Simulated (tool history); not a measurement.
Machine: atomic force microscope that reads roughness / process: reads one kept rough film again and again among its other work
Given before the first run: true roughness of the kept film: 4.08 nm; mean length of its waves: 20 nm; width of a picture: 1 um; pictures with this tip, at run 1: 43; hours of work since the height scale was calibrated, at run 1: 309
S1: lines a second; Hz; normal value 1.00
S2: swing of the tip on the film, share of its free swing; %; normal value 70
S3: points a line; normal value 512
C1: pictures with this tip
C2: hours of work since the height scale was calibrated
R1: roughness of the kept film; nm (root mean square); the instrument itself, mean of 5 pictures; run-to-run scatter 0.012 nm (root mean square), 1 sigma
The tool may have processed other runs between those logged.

run 1 hour=0.0 | S1=1.00 S2=70 S3=512 | C1=43 C2=309 | R1=1.583
run 2 hour=13.1 | S1=1.00 S2=70 S3=512 | C1=61 C2=318 | R1=1.362
-- hour=24.2 new tip fitted
run 3 hour=28.5 | S1=1.00 S2=70 S3=512 | C1=6 C2=329 | R1=2.494
run 4 hour=38.0 | S1=1.00 S2=70 S3=512 | C1=19 C2=336 | R1=2.144
run 5 hour=47.1 | S1=1.00 S2=70 S3=512 | C1=31 C2=343 | R1=1.906
run 6 hour=59.2 | S1=1.00 S2=70 S3=512 | C1=48 C2=352 | R1=1.610
run 7 hour=69.5 | S1=1.00 S2=70 S3=512 | C1=62 C2=359 | R1=1.428
-- hour=79.7 new tip fitted
run 8 hour=81.9 | S1=1.00 S2=70 S3=512 | C1=3 C2=368 | R1=2.578
run 9 hour=93.8 | S1=1.00 S2=70 S3=379 | C1=20 C2=376 | R1=2.056
run 10 hour=102.5 | S1=1.00 S2=64 S3=512 | C1=32 C2=383 | R1=1.855
run 11 hour=114.9 | S1=1.00 S2=64 S3=512 | C1=49 C2=392 | R1=1.610
run 12 hour=129.3 | S1=1.00 S2=64 S3=512 | C1=69 C2=402 | R1=1.378
-- hour=134.1 new tip fitted
run 13 hour=141.8 | S1=2.62 S2=70 S3=512 | C1=10 C2=411 | R1=2.244
run 14 hour=149.6 | S1=2.62 S2=70 S3=738 | C1=21 C2=417 | R1=1.979
run 15 hour=158.4 | S1=2.62 S2=70 S3=738 | C1=33 C2=423 | R1=1.749
run 16 hour=165.8 | S1=2.62 S2=70 S3=738 | C1=43 C2=428 | R1=1.579
run 17 hour=175.9 | S1=2.62 S2=70 S3=738 | C1=57 C2=436 | R1=1.415
run 18 hour=182.3 | S1=2.62 S2=70 S3=941 | C1=66 C2=440 | R1=1.308
-- hour=189.7 new tip fitted
run 19 hour=194.8 | S1=1.00 S2=70 S3=512 | C1=7 C2=449 | R1=2.491
run 20 hour=202.1 | S1=1.00 S2=70 S3=512 | C1=17 C2=454 | R1=2.188
run 21 hour=211.7 | S1=1.00 S2=70 S3=512 | C1=31 C2=461 | R1=1.867
run 22 hour=219.5 | S1=1.20 S2=70 S3=512 | C1=41 C2=467 | R1=1.684
run 23 hour=226.7 | S1=1.20 S2=70 S3=512 | C1=51 C2=472 | R1=1.546
run 24 hour=235.5 | S1=1.20 S2=70 S3=512 | C1=63 C2=479 | R1=1.423
run 25 hour=242.8 | S1=1.00 S2=70 S3=512 | C1=73 C2=484 | R1=1.327
-- hour=244.6 new tip fitted
run 26 hour=255.3 | S1=1.00 S2=70 S3=512 | C1=15 C2=493 | R1=2.219
run 27 hour=268.5 | S1=3.18 S2=70 S3=512 | C1=33 C2=502 | R1=1.649
run 28 hour=276.1 | S1=0.96 S2=83 S3=807 | C1=43 C2=508 | R1=1.612
run 29 hour=290.8 | S1=0.96 S2=83 S3=807 | C1=64 C2=519 | R1=1.357
-- hour=299.2 new tip fitted
run 30 hour=304.3 | S1=1.00 S2=70 S3=809 | C1=7 C2=528 | R1=2.443
run 31 hour=313.1 | S1=0.95 S2=62 S3=365 | C1=19 C2=534 | R1=2.129
run 32 hour=328.0 | S1=0.78 S2=66 S3=365 | C1=39 C2=545 | R1=1.720
run 33 hour=340.2 | S1=1.04 S2=65 S3=412 | C1=56 C2=554 | R1=1.469
run 34 hour=351.4 | S1=1.94 S2=70 S3=524 | C1=71 C2=562 | R1=1.248
-- hour=354.6 new tip fitted
run 35 hour=364.6 | S1=1.94 S2=70 S3=524 | C1=14 C2=571 | R1=2.112
run 36 hour=374.5 | S1=1.94 S2=70 S3=524 | C1=27 C2=579 | R1=1.841
run 37 hour=389.1 | S1=0.92 S2=70 S3=951 | C1=48 C2=589 | R1=1.587
run 38 hour=395.7 | S1=1.50 S2=60 S3=643 | C1=57 C2=594 | R1=1.478
run 39 hour=405.1 | S1=1.50 S2=60 S3=643 | C1=70 C2=601 | R1=1.330
-- hour=409.4 new tip fitted
run 40 hour=415.5 | S1=1.50 S2=60 S3=643 | C1=8 C2=608 | R1=2.447
run 41 hour=427.9 | S1=3.02 S2=58 S3=304 | C1=25 C2=617 | R1=1.931
run 42 hour=435.8 | S1=1.87 S2=58 S3=879 | C1=36 C2=623 | R1=1.790
run 43 hour=443.9 | S1=2.88 S2=67 S3=939 | C1=47 C2=629 | R1=1.502
run 44 hour=459.0 | S1=2.88 S2=67 S3=939 | C1=68 C2=640 | R1=1.261
-- hour=464.5 new tip fitted
run 45 hour=472.0 | S1=2.88 S2=67 S3=939 | C1=10 C2=649 | R1=2.238
run 46 hour=485.8 | S1=2.88 S2=67 S3=939 | C1=29 C2=659 | R1=1.761
run 47 hour=491.9 | S1=2.40 S2=80 S3=861 | C1=38 C2=663 | R1=1.488
run 48 hour=506.2 | S1=2.40 S2=80 S3=861 | C1=57 C2=674 | R1=1.274
run 49 hour=514.7 | S1=0.65 S2=68 S3=793 | C1=69 C2=680 | R1=1.386
-- hour=520.1 new tip fitted
run 50 hour=526.5 | S1=2.89 S2=70 S3=336 | C1=8 C2=688 | R1=2.195
run 51 hour=540.4 | S1=2.60 S2=70 S3=919 | C1=28 C2=698 | R1=1.797
run 52 hour=553.1 | S1=2.60 S2=57 S3=919 | C1=45 C2=707 | R1=1.663

Below are 4 alternative next runs, each starting from the tool's condition after run 52. Predict each:
run A hour=561.9 | S1=1.00 S2=68 S3=512 | C1=57 C2=714 | R1=?
run B hour=561.9 | S1=3.27 S2=84 S3=366 | C1=57 C2=714 | R1=?
run C hour=561.9 | S1=1.00 S2=58 S3=512 | C1=57 C2=714 | R1=?
run D hour=561.9 | S1=2.60 S2=55 S3=333 | C1=57 C2=714 | R1=?

run=A R1=1.482
run=B R1=1.112
run=C R1=1.523
run=D R1=1.462
Had the tool no hidden state, the same runs would have come out as:
run=A R1=2.726
run=B R1=2.041
run=C R1=2.798
run=D R1=2.685
